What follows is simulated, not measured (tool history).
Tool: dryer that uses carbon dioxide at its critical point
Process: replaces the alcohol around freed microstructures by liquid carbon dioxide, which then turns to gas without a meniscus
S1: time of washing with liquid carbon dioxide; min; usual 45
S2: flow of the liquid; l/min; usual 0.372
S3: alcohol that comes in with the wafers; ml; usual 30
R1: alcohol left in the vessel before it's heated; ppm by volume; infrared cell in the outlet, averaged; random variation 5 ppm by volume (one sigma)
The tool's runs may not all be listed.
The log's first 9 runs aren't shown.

run,hour,S1,S2,S3,R1
10,204.2,45,0.372,30,133
11,236.5,32,0.372,30,195
12,274.6,45,0.372,30,145
13,309.8,45,0.372,23,146
14,340.4,45,0.372,23,134
15,373.3,45,0.372,23,136
16,401.7,45,0.372,23,155
17,424.7,45,0.372,23,150
18,441.8,45,0.372,23,161
19,473.3,45,0.372,23,161
# hour 490.9: purifier's bed changed
20,505.5,38,0.372,23,40
21,537.4,32,0.587,32,6
22,573.8,32,0.587,32,17
23,601.1,67,0.427,84,24

Run 24 comes next. What will it give?
24,633.2,45,0.408,30,?

R1: 37 ppm by volume
Without the tool's hidden state the same run would have given R1 16 ppm by volume.
